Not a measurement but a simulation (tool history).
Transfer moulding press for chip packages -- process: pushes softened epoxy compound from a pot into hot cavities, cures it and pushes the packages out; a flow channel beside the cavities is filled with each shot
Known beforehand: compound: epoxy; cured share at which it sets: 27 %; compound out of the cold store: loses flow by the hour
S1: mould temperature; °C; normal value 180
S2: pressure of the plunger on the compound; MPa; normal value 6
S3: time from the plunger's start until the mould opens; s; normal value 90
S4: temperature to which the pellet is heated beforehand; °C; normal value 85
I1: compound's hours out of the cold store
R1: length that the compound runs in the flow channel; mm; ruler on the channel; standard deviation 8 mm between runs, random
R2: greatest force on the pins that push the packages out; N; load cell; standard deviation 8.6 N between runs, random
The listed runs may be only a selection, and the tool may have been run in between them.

run    hour   S1    S2  S3  S4    I1   R1   R2
  1       0  180     6  90  85  14.4  929  395
          5  -- mould's thermocouples calibrated
         30  -- cavities cleaned with cleaning compound and waxed
  2    32.4  180     6  90  85  46.3  761  374
       61.4  -- cavities cleaned with cleaning compound and waxed
  3    85.4  180     6  90  85  42.3  778  465
       92.6  -- cavities cleaned with cleaning compound and waxed
      125.8  -- cavities cleaned with cleaning compound and waxed
  4   138.5  180     6  90  77  25.8  844  453
      157.5  -- cavities cleaned with cleaning compound and waxed
      189.2  -- cavities cleaned with cleaning compound and waxed
  5   193.5  180     6  90  85  47.6  742  369
      223.1  -- cavities cleaned with cleaning compound and waxed
  6   225.4  180     6  90  85  46.2  737  376
      255.8  -- cavities cleaned with cleaning compound and waxed
      289.8  -- cavities cleaned with cleaning compound and waxed
  7   289.8  184     6  90  85  36.6  753  371
      321.6  -- cavities cleaned with cleaning compound and waxed
  8   338.1  180     6  90  90  44.2  725  464
        353  -- cavities cleaned with cleaning compound and waxed
  9   375.8  180  7.25  90  85   8.6  977  486
      389.4  -- plunger's sealing rings changed
      390.9  -- cavities cleaned with cleaning compound and waxed
      424.8  -- cavities cleaned with cleaning compound and waxed
 10     432  180  7.25  90  85  26.4  951  423
      458.5  -- cavities cleaned with cleaning compound and waxed
 11   475.3  180  7.25  90  85    39  883  428
      489.7  -- cavities cleaned with cleaning compound and waxed
      524.8  -- cavities cleaned with cleaning compound and waxed
 12   525.1  180  7.25  90  81  24.2  955  372
 13   551.9  180  7.44  90  85  35.5  884  495
      557.5  -- cavities cleaned with cleaning compound and waxed
      590.6  -- cavities cleaned with cleaning compound and waxed
 14     610  180  7.44  90  85  37.3  876  443
      626.6  -- cavities cleaned with cleaning compound and waxed
      658.6  -- cavities cleaned with cleaning compound and waxed
 15   676.9  183  6.43  90  78    13  928  429
      691.1  -- cavities cleaned with cleaning compound and waxed
      724.1  -- cavities cleaned with cleaning compound and waxed
 16   744.6  187  6.43  90  89  40.4  749  404
        756  -- cavities cleaned with cleaning compound and waxed
        790  -- cavities cleaned with cleaning compound and waxed
 17     806  175  6.08  90  91  11.7  898  551
      824.1  -- cavities cleaned with cleaning compound and waxed
      849.8  -- plunger's sealing rings changed
      857.7  -- cavities cleaned with cleaning compound and waxed
 18   864.1  180  5.98  90  91  22.7  886  401
      891.6  -- cavities cleaned with cleaning compound and waxed
 19   916.2  180  5.98  90  91  43.7  769  458
      923.6  -- cavities cleaned with cleaning compound and waxed
      957.8  -- cavities cleaned with cleaning compound and waxed
 20   967.8  176  4.67  90  82  19.8  788  505
      991.9  -- cavities cleaned with cleaning compound and waxed
 21  1015.9  176  4.67  90  82  45.8  675  503
     1024.3  -- cavities cleaned with cleaning compound and waxed
 22  1044.1  176  4.67  90  82  20.9  779  510
     1055.4  -- cavities cleaned with cleaning compound and waxed
     1087.6  -- cavities cleaned with cleaning compound and waxed
     1103.3  -- mould's thermocouples calibrated
 23  1113.1  176  4.67  90  82  26.3  761  589
     1123.8  -- cavities cleaned with cleaning compound and waxed
     1156.5  -- cavities cleaned with cleaning compound and waxed
 24  1156.5  176  4.67  90  82  23.6  757  477
     1192.4  -- cavities cleaned with cleaning compound and waxed
 25  1218.4  176  4.67  90  82  11.5  792  616
     1224.5  -- cavities cleaned with cleaning compound and waxed
     1259.7  -- cavities cleaned with cleaning compound and waxed
 26    1279  176  4.67  90  82  25.9  721  547

Predict each of these 3 candidate next runs independently; none follows another, all start after run 26:
     1294.2  -- cavities cleaned with cleaning compound and waxed
     1310.5  -- plunger's sealing rings changed
  A  1323.3  186  4.67  76  82  38.2   ?   ?
     1294.2  -- cavities cleaned with cleaning compound and waxed
     1310.5  -- plunger's sealing rings changed
  B  1323.3  173  4.67  90  82  12.7   ?   ?
     1294.2  -- cavities cleaned with cleaning compound and waxed
     1310.5  -- plunger's sealing rings changed
  C  1323.3  175  5.44  90  91  20.4   ?   ?

run   R1   R2
  A  710  475
  B  880  755
  C  896  609
With no hidden state in the tool, these same runs would have given:
run   R1   R2
  A  716  369
  B  888  598
  C  903  479
